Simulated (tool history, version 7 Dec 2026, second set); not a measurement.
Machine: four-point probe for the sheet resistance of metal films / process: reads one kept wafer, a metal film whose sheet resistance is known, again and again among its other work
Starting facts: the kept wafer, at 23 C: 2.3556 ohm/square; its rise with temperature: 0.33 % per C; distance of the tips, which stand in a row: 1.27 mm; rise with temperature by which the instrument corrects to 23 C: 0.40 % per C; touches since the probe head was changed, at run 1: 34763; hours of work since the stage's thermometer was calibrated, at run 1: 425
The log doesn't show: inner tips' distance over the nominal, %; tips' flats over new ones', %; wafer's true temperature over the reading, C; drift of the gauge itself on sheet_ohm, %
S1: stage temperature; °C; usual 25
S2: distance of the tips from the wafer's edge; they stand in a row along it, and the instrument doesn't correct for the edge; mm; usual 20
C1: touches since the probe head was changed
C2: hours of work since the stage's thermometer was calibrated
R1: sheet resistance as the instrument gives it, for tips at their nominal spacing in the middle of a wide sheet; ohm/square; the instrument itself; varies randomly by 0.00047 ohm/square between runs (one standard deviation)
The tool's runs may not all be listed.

{"run": 1, "day": 0.0, "S1": 25, "S2": 20, "C1": 34763, "C2": 425, "R1": 2.370746}
{"run": 2, "day": 0.746, "S1": 25, "S2": 20, "C1": 35871, "C2": 438, "R1": 2.371471}
{"run": 3, "day": 2.054, "S1": 25, "S2": 20, "C1": 37823, "C2": 462, "R1": 2.371739}
{"run": 4, "day": 2.904, "S1": 25, "S2": 20, "C1": 39090, "C2": 478, "R1": 2.371924}
{"run": 5, "day": 4.121, "S1": 25, "S2": 20, "C1": 40901, "C2": 500, "R1": 2.37273}
{"run": 6, "day": 5.4, "S1": 25, "S2": 43, "C1": 42808, "C2": 523, "R1": 2.367704}
{"run": 7, "day": 6.738, "S1": 25, "S2": 20, "C1": 44800, "C2": 547, "R1": 2.37247}
{"run": 8, "day": 7.879, "S1": 18, "S2": 20, "C1": 46504, "C2": 568, "R1": 2.383836}
{"run": 9, "day": 9.212, "S1": 18, "S2": 20, "C1": 48487, "C2": 593, "R1": 2.383563}
{"run": 10, "day": 9.933, "S1": 18, "S2": 20, "C1": 49561, "C2": 606, "R1": 2.384007}
{"run": 11, "day": 10.583, "S1": 21, "S2": 49, "C1": 50530, "C2": 617, "R1": 2.375115}
{"run": 12, "day": 11.992, "S1": 25, "S2": 49, "C1": 52630, "C2": 643, "R1": 2.369537}
{"run": 13, "day": 12.992, "S1": 25, "S2": 13, "C1": 54120, "C2": 661, "R1": 2.380234}
{"run": 14, "day": 13.842, "S1": 25, "S2": 13, "C1": 55387, "C2": 677, "R1": 2.380922}
{"run": 15, "day": 15.138, "S1": 21, "S2": 13, "C1": 57316, "C2": 700, "R1": 2.385864}
{"run": 16, "day": 16.467, "S1": 27, "S2": 55, "C1": 59298, "C2": 725, "R1": 2.36698}
{"run": 17, "day": 17.546, "S1": 27, "S2": 55, "C1": 60904, "C2": 744, "R1": 2.368259}
{"run": 18, "day": 18.242, "S1": 22, "S2": 64, "C1": 61943, "C2": 757, "R1": 2.374953}

Measured result minus the same run's result without the hidden state. Both carry the same run-to-run variation, though not necessarily the same gauge scatter:
run=1 R1=+0.013693
run=2 R1=+0.013828
run=3 R1=+0.014055
run=4 R1=+0.014188
run=5 R1=+0.014400
run=6 R1=+0.014587
run=7 R1=+0.014847
run=8 R1=+0.015077
run=9 R1=+0.015303
run=10 R1=+0.015416
run=11 R1=+0.015491
run=12 R1=+0.015685
run=13 R1=+0.015913
run=14 R1=+0.016049
run=15 R1=+0.016294
run=16 R1=+0.016455
run=17 R1=+0.016656
run=18 R1=+0.016800

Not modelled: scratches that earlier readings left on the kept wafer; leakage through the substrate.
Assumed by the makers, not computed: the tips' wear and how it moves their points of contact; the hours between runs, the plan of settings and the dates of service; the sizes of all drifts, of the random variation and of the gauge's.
